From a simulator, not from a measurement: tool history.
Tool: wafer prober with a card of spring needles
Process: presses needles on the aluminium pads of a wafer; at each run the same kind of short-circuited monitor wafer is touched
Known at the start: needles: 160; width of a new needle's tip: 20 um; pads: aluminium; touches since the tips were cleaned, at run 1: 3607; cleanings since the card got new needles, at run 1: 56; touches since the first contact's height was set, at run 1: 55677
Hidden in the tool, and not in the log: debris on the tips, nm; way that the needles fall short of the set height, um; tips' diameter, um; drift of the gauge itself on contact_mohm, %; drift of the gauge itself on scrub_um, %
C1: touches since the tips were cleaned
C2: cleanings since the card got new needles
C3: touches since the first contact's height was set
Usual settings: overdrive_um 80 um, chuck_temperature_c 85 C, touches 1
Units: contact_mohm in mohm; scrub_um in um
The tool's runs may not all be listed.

run 1 hour=0.0 | overdrive_um=80 chuck_temperature_c=85 touches=1 | C1=3607 C2=56 C3=55677 | contact_mohm=276 scrub_um=18.62
-- hour=3.0 tips cleaned on abrasive film
-- hour=13.9 tips cleaned on abrasive film
-- hour=23.0 tips cleaned on abrasive film
run 2 hour=24.0 | overdrive_um=80 chuck_temperature_c=85 touches=1 | C1=584 C2=59 C3=69601 | contact_mohm=275 scrub_um=18.59
-- hour=32.1 tips cleaned on abrasive film
-- hour=41.5 tips cleaned on abrasive film
run 3 hour=46.1 | overdrive_um=80 chuck_temperature_c=32 touches=1 | C1=2728 C2=61 C3=82450 | contact_mohm=263 scrub_um=18.55
-- hour=51.4 tips cleaned on abrasive film
-- hour=61.4 tips cleaned on abrasive film
run 4 hour=68.0 | overdrive_um=80 chuck_temperature_c=32 touches=1 | C1=3892 C2=63 C3=95181 | contact_mohm=261 scrub_um=18.47
-- hour=72.1 tips cleaned on abrasive film
-- hour=82.8 tips cleaned on abrasive film
-- hour=92.3 tips cleaned on abrasive film
run 5 hour=92.3 | overdrive_um=71 chuck_temperature_c=85 touches=1 | C1=0 C2=66 C3=109214 | contact_mohm=273 scrub_um=16.40
-- hour=103.3 tips cleaned on abrasive film
-- hour=112.3 tips cleaned on abrasive film
run 6 hour=112.3 | overdrive_um=71 chuck_temperature_c=85 touches=1 | C1=0 C2=68 C3=120867 | contact_mohm=274 scrub_um=16.45
-- hour=117.1 height of the first contact set anew
-- hour=122.4 tips cleaned on abrasive film
run 7 hour=125.3 | overdrive_um=71 chuck_temperature_c=85 touches=1 | C1=1676 C2=69 C3=4748 | contact_mohm=272 scrub_um=16.39
-- hour=132.1 tips cleaned on abrasive film
-- hour=142.4 tips cleaned on abrasive film
run 8 hour=146.5 | overdrive_um=71 chuck_temperature_c=85 touches=2 | C1=2399 C2=71 C3=17087 | contact_mohm=272 scrub_um=16.36
-- hour=152.5 tips cleaned on abrasive film
-- hour=161.7 tips cleaned on abrasive film
-- hour=171.9 tips cleaned on abrasive film
run 9 hour=171.9 | overdrive_um=68 chuck_temperature_c=85 touches=1 | C1=0 C2=74 C3=31808 | contact_mohm=271 scrub_um=15.71
-- hour=181.6 tips cleaned on abrasive film
-- hour=191.6 tips cleaned on abrasive film
run 10 hour=196.2 | overdrive_um=75 chuck_temperature_c=89 touches=1 | C1=2653 C2=76 C3=45923 | contact_mohm=276 scrub_um=17.23
-- hour=201.0 tips cleaned on abrasive film
-- hour=210.6 tips cleaned on abrasive film
run 11 hour=214.3 | overdrive_um=75 chuck_temperature_c=89 touches=1 | C1=2216 C2=78 C3=56472 | contact_mohm=272 scrub_um=17.26
-- hour=221.1 tips cleaned on abrasive film
-- hour=230.2 tips cleaned on abrasive film
run 12 hour=230.2 | overdrive_um=75 chuck_temperature_c=56 touches=2 | C1=0 C2=80 C3=65632 | contact_mohm=268 scrub_um=17.20
-- hour=239.4 tips cleaned on abrasive film
run 13 hour=242.3 | overdrive_um=87 chuck_temperature_c=85 touches=1 | C1=1696 C2=81 C3=72701 | contact_mohm=269 scrub_um=19.96
-- hour=248.8 tips cleaned on abrasive film
-- hour=258.0 tips cleaned on abrasive film
-- hour=268.3 tips cleaned on abrasive film
run 14 hour=269.7 | overdrive_um=60 chuck_temperature_c=62 touches=1 | C1=838 C2=84 C3=88615 | contact_mohm=270 scrub_um=13.72
-- hour=277.5 tips cleaned on abrasive film
run 15 hour=282.6 | overdrive_um=97 chuck_temperature_c=58 touches=2 | C1=3005 C2=85 C3=96116 | contact_mohm=264 scrub_um=22.23

Measured less the same run without the tool's hidden state. The same run-to-run variation is in both; the gauge's scatter may not be:
run=1 scrub_um=-0.01
run=2 scrub_um=-0.03
run=3 scrub_um=-0.06
run=4 scrub_um=-0.08
run=5 scrub_um=-0.10
run=6 scrub_um=-0.12
run=7 scrub_um=-0.10
run=8 scrub_um=-0.13
run=9 scrub_um=-0.14
run=10 scrub_um=-0.19
run=11 scrub_um=-0.20
run=12 scrub_um=-0.22
run=13 scrub_um=-0.26
run=14 scrub_um=-0.21
run=15 scrub_um=-0.34
contact_mohm: within 1 mohm of the measured result in every run.

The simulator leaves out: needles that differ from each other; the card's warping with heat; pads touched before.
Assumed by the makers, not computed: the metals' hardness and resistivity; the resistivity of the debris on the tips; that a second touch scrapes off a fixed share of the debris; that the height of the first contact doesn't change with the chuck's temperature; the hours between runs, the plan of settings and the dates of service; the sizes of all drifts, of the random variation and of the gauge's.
